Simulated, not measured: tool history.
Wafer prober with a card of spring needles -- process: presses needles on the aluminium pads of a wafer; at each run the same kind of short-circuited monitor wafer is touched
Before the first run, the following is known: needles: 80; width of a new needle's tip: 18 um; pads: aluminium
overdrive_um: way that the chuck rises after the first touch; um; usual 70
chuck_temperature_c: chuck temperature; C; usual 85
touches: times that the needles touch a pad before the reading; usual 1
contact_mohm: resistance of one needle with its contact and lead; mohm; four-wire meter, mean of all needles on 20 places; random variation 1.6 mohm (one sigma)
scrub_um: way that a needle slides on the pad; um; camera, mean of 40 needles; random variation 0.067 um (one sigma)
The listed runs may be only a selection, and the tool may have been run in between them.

Run 1, day 0.000: usual settings. Result: contact_mohm 202 mohm, scrub_um 19.01 um.
Run 2, day 0.183: usual settings. Result: contact_mohm 226 mohm, scrub_um 19.05 um.
At day 0.492: tips cleaned on abrasive film.
Run 3, day 0.492: usual settings but overdrive_um 60 um. Result: contact_mohm 363 mohm, scrub_um 16.14 um.
Run 4, day 0.729: usual settings but overdrive_um 72 um. Result: contact_mohm 288 mohm, scrub_um 19.39 um.
Run 5, day 0.946: usual settings but overdrive_um 72 um. Result: contact_mohm 274 mohm, scrub_um 19.45 um.
At day 1.129: tips cleaned on abrasive film.
Run 6, day 1.167: usual settings but overdrive_um 72 um. Result: contact_mohm 182 mohm, scrub_um 19.38 um.
Run 7, day 1.450: usual settings but overdrive_um 72 um. Result: contact_mohm 223 mohm, scrub_um 19.43 um.
Run 8, day 1.625: usual settings but overdrive_um 72 um. Result: contact_mohm 242 mohm, scrub_um 19.53 um.
At day 1.775: tips cleaned on abrasive film.
Run 9, day 1.879: usual settings but chuck_temperature_c 25 C. Result: contact_mohm 186 mohm, scrub_um 18.87 um.
Run 10, day 2.096: usual settings but overdrive_um 66 um, chuck_temperature_c 44 C. Result: contact_mohm 232 mohm, scrub_um 17.80 um.
At day 2.396: tips cleaned on abrasive film.
Run 11, day 2.400: usual settings but overdrive_um 66 um, chuck_temperature_c 44 C. Result: contact_mohm 168 mohm, scrub_um 17.69 um.
At day 2.750: tips cleaned on abrasive film, once more.
Run 12, day 2.754: usual settings but overdrive_um 66 um, chuck_temperature_c 44 C. Result: contact_mohm 165 mohm, scrub_um 17.64 um.
Run 13, day 3.104: usual settings but touches 2. Result: contact_mohm 202 mohm, scrub_um 18.84 um.
At day 3.392: tips cleaned on abrasive film.
Run 14, day 3.471: usual settings but chuck_temperature_c 27 C. Result: contact_mohm 177 mohm, scrub_um 18.83 um.
Run 15, day 3.667: usual settings but chuck_temperature_c 94 C. Result: contact_mohm 225 mohm, scrub_um 18.71 um.
Run 16, day 3.908: usual settings but chuck_temperature_c 94 C. Result: contact_mohm 247 mohm, scrub_um 18.81 um.

Forecast each of these 5 alternatives for the next run:
At day 4.012: tips cleaned on abrasive film.
Run A, day 4.125: usual settings but chuck_temperature_c 108 C. Result: contact_mohm ?, scrub_um ?.
At day 4.012: tips cleaned on abrasive film.
Run B, day 4.125: usual settings but chuck_temperature_c 34 C. Result: contact_mohm ?, scrub_um ?.
At day 4.012: tips cleaned on abrasive film.
Run C, day 4.125: usual settings but overdrive_um 80 um. Result: contact_mohm ?, scrub_um ?.
At day 4.012: tips cleaned on abrasive film.
Run D, day 4.125: usual settings but overdrive_um 57 um, chuck_temperature_c 113 C, touches 2. Result: contact_mohm ?, scrub_um ?.
At day 4.012: tips cleaned on abrasive film.
Run E, day 4.125: usual settings but overdrive_um 69 um, chuck_temperature_c 72 C. Result: contact_mohm ?, scrub_um ?.

run  contact_mohm  scrub_um
  A           195     18.67
  B           189     18.91
  C           185     21.48
  D           203     15.15
  E           192     18.52
With the hidden condition removed and each run's random variation left untouched, the same runs would have given:
run  contact_mohm  scrub_um
  A           162     19.19
  B           151     19.43
  C           158     22.00
  D           172     15.67
  E           155     19.04
